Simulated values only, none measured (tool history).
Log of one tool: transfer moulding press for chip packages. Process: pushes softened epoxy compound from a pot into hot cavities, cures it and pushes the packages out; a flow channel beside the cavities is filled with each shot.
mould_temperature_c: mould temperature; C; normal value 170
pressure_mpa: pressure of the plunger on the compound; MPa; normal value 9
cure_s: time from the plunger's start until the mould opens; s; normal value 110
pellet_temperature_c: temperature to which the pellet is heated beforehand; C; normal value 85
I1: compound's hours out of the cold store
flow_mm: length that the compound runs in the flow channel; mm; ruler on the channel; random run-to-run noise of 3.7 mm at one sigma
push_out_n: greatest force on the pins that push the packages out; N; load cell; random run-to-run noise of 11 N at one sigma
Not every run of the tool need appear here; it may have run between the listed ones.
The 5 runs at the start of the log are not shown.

Run 6, hour 30: usual settings but cure_s 124 s, pellet_temperature_c 88 C; I1 9.7. Result: flow_mm 904 mm, push_out_n 492 N.
Run 7, hour 35.3: usual settings but pressure_mpa 10.31 MPa, cure_s 124 s, pellet_temperature_c 88 C; I1 42.9. Result: flow_mm 803 mm, push_out_n 488 N.
Run 8, hour 41.7: usual settings but pressure_mpa 10.31 MPa, cure_s 124 s, pellet_temperature_c 88 C; I1 8.9. Result: flow_mm 968 mm, push_out_n 472 N.
At hour 45.3: cavities cleaned with cleaning compound and waxed.
Run 9, hour 48.6: usual settings but pressure_mpa 10.31 MPa, cure_s 124 s, pellet_temperature_c 88 C; I1 26. Result: flow_mm 873 mm, push_out_n 474 N.
Run 10, hour 55.9: usual settings; I1 27.4. Result: flow_mm 819 mm, push_out_n 539 N.
Run 11, hour 62.5: usual settings; I1 27.8. Result: flow_mm 808 mm, push_out_n 515 N.
Run 12, hour 69.2: usual settings; I1 11.2. Result: flow_mm 896 mm, push_out_n 564 N.
Run 13, hour 77.8: usual settings; I1 8.4. Result: flow_mm 915 mm, push_out_n 549 N.
Run 14, hour 82: usual settings; I1 31.7. Result: flow_mm 798 mm, push_out_n 530 N.
Run 15, hour 87.5: usual settings; I1 14.3. Result: flow_mm 877 mm, push_out_n 533 N.
Run 16, hour 92.5: usual settings but mould_temperature_c 177 C, pressure_mpa 7.33 MPa, cure_s 137 s, pellet_temperature_c 78 C; I1 15.6. Result: flow_mm 759 mm, push_out_n 458 N.
Run 17, hour 97.9: usual settings but mould_temperature_c 174 C, pressure_mpa 8.13 MPa, cure_s 137 s, pellet_temperature_c 78 C; I1 33.9. Result: flow_mm 736 mm, push_out_n 456 N.
Run 18, hour 102: usual settings but mould_temperature_c 163 C, pressure_mpa 8.13 MPa, cure_s 100 s, pellet_temperature_c 78 C; I1 36.4. Result: flow_mm 770 mm, push_out_n 961 N.
At hour 109.9: cavities cleaned with cleaning compound and waxed.
Run 19, hour 110.1: usual settings but pressure_mpa 8.1 MPa; I1 18.7. Result: flow_mm 817 mm, push_out_n 518 N.
Run 20, hour 118.1: usual settings but mould_temperature_c 173 C, pressure_mpa 10.58 MPa, cure_s 128 s, pellet_temperature_c 92 C; I1 47.9. Result: flow_mm 774 mm, push_out_n 458 N.
Run 21, hour 121.7: usual settings but mould_temperature_c 165 C, pressure_mpa 10.58 MPa, cure_s 128 s, pellet_temperature_c 93 C; I1 16.4. Result: flow_mm 973 mm, push_out_n 543 N.
Run 22, hour 129.3: usual settings but mould_temperature_c 165 C, pressure_mpa 10.58 MPa, cure_s 128 s, pellet_temperature_c 93 C; I1 42.6. Result: flow_mm 837 mm, push_out_n 549 N.
Run 23, hour 136.4: usual settings but mould_temperature_c 164 C, pressure_mpa 7.53 MPa; I1 11.4. Result: flow_mm 852 mm, push_out_n 795 N.
Run 24, hour 141.6: usual settings but cure_s 137 s, pellet_temperature_c 80 C; I1 28.3. Result: flow_mm 812 mm, push_out_n 475 N.
Run 25, hour 149.2: usual settings but pressure_mpa 9.76 MPa, cure_s 133 s; I1 9. Result: flow_mm 950 mm, push_out_n 468 N.
Run 26, hour 156.7: usual settings but mould_temperature_c 177 C, pressure_mpa 7.96 MPa, pellet_temperature_c 81 C; I1 45.4. Result: flow_mm 670 mm, push_out_n 460 N.
Run 27, hour 161.9: usual settings but mould_temperature_c 177 C, pressure_mpa 7.96 MPa, pellet_temperature_c 81 C; I1 47.5. Result: flow_mm 664 mm, push_out_n 459 N.
Run 28, hour 168.1: usual settings but mould_temperature_c 177 C, pressure_mpa 7.96 MPa, pellet_temperature_c 81 C; I1 34.3. Result: flow_mm 713 mm, push_out_n 476 N.
Run 29, hour 172.7: usual settings but mould_temperature_c 177 C, pressure_mpa 7.96 MPa, pellet_temperature_c 81 C; I1 25. Result: flow_mm 751 mm, push_out_n 475 N.
At hour 174.8: cavities cleaned with cleaning compound and waxed.
Run 30, hour 179.7: usual settings but mould_temperature_c 177 C, pressure_mpa 7.96 MPa, pellet_temperature_c 81 C; I1 41.7. Result: flow_mm 687 mm, push_out_n 452 N.

Forecast each of these 3 alternatives for the next run:
Run A, hour 186.5: usual settings but mould_temperature_c 177 C, pressure_mpa 7.39 MPa, cure_s 93 s, pellet_temperature_c 78 C; I1 37.5. Result: flow_mm ?, push_out_n ?.
Run B, hour 186.5: usual settings but cure_s 90 s; I1 20. Result: flow_mm ?, push_out_n ?.
Run C, hour 186.5: usual settings but cure_s 119 s; I1 16.4. Result: flow_mm ?, push_out_n ?.

run  flow_mm  push_out_n
  A      672         490
  B      860         761
  C      864         483
Without the tool's unlogged condition, the same runs would have read:
run  flow_mm  push_out_n
  A      672         486
  B      860         756
  C      865         480

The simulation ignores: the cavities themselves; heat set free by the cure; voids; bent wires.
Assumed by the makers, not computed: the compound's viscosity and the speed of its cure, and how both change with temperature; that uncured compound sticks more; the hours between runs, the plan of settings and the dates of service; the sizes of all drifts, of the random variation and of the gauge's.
